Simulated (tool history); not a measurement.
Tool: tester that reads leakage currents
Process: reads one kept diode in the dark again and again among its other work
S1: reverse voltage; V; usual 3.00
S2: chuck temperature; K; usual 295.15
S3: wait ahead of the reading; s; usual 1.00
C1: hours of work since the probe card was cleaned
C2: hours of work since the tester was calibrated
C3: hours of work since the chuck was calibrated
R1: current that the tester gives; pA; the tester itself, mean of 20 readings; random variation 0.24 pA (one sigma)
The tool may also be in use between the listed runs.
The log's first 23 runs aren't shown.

run,hour,S1,S2,S3,C1,C2,C3,R1
24,4121.2,9.02,295.15,1.00,287,1093,366,138.63
25,4236.9,9.02,295.15,1.00,370,1176,449,141.14
26,4482.9,4.18,330.15,1.50,547,1352,626,1396.06
27,4713.0,3.00,295.15,0.93,712,1517,791,92.45
# hour 4804.8: chuck's temperature calibrated
28,4881.8,4.43,330.15,1.23,831,1637,55,1325.97
29,4993.1,4.43,330.15,1.23,911,1716,135,1336.51
30,5210.0,10.27,330.15,7.46,1067,1872,291,1973.80
31,5462.3,8.00,316.15,0.88,1248,2053,471,693.54
32,5645.8,8.00,316.15,0.88,1379,2184,603,709.24
33,5888.3,8.00,316.15,0.88,1553,2358,777,732.22
# hour 6005.4: chuck's temperature calibrated
34,6096.8,16.29,295.15,1.00,1701,2506,66,184.07
35,6213.0,16.29,295.15,1.00,1785,2590,149,187.02
36,6351.8,16.29,295.15,1.00,1884,2689,248,191.84
37,6585.4,3.27,307.15,5.38,2052,2857,416,236.18
38,6818.3,3.00,301.15,0.47,2219,3024,583,148.80
39,7053.9,3.00,298.15,1.00,2388,3193,752,120.09

4 ways to go on from here, each from the tool as it stands after run 39. What would each give?
# hour 7207.6: chuck's temperature calibrated
A,7250.3,3.00,300.15,6.76,2527,3332,31,?
# hour 7207.6: chuck's temperature calibrated
B,7250.3,9.41,293.15,1.22,2527,3332,31,?
# hour 7207.6: chuck's temperature calibrated
C,7250.3,1.03,295.15,1.25,2527,3332,31,?
# hour 7207.6: chuck's temperature calibrated
D,7250.3,1.00,295.15,1.00,2527,3332,31,?

run,R1
A,121.22
B,122.52
C,50.46
D,49.59
Without the tool's hidden state the same runs would have given:
run,R1
A,117.46
B,110.49
C,49.17
D,48.35
